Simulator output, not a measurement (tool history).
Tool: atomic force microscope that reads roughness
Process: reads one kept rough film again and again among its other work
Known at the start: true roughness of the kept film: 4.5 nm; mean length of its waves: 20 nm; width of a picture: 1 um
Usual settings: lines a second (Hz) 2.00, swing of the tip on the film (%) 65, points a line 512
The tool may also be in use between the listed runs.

run  hour  lines a second (Hz)  swing of the tip on the film (%)  points a line  roughness of the kept film (nm (root mean square))
  1   0.0                 2.00                                65            512                                               3.191
  2   4.9                 2.00                                79            512                                               2.944
  3   9.3                 2.00                                79            512                                               2.926
  4  16.4                 2.00                                65            357                                               3.166
  5  21.9                 2.00                                65            494                                               3.175
  6  27.4                 2.00                                65            494                                               3.171
  7  32.3                 0.75                                65            494                                               3.317
  8  38.7                 0.75                                65            494                                               3.301
  9  46.6                 0.77                                61            512                                               3.339

Forecast run 10:
 10  54.7                 0.80                                71            512                                                   ?

{"run 10": {"roughness of the kept film (nm (root mean square))": 3.269}}
Without the tool's hidden state the same run would have given roughness of the kept film (nm (root mean square)) 3.278.
